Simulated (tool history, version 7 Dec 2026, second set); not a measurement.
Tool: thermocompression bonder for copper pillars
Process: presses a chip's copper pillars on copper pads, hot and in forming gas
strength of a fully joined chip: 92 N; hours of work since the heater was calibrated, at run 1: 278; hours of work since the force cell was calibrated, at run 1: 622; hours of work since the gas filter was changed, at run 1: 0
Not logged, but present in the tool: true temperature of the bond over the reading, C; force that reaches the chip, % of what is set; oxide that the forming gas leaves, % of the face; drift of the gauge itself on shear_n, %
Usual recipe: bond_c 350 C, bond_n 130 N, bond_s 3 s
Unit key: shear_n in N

run	day	bond_c	bond_n	bond_s	hours of work since the heater was calibrated	hours of work since the force cell was calibrated	hours of work since the gas filter was changed	shear_n
1	0.000	350	130	3	278	622	0	33.5
2	0.575	375	130	3	289	633	11	43.0
3	1.112	375	130	3	299	643	21	43.1
4	1.533	350	130	2	307	651	29	28.2
5	2.025	350	130	2	316	660	39	28.4
6	2.729	350	130	2	330	674	52	28.5
7	3.254	350	130	3	340	684	62	33.4
8	3.646	350	130	3	347	691	70	33.4
9	4.054	350	130	3	355	699	77	33.6
10	4.738	362	165	2	368	712	91	41.5
11	5.358	350	152	8	380	724	102	55.2
12	5.712	350	105	5	387	731	109	32.7
13	6.421	324	160	2	400	744	123	26.3
14	7.150	350	114	5	414	758	137	35.5
# day 7.708: forming gas filter changed
15	8.004	350	114	5	430	774	6	35.9
16	8.842	350	159	2	446	790	22	35.0
17	9.250	350	86	2	454	798	29	17.8

Predict each of these 3 candidate next runs independently; none follows another, all start after run 17:
A	9.929	350	133	2	467	811	42	?
B	9.929	350	183	3	467	811	42	?
C	9.929	326	88	4	467	811	42	?

run	shear_n
A	29.3
B	46.6
C	18.1
What these runs would have given with no unlogged condition in the tool:
run	shear_n
A	29.2
B	46.5
C	18.0
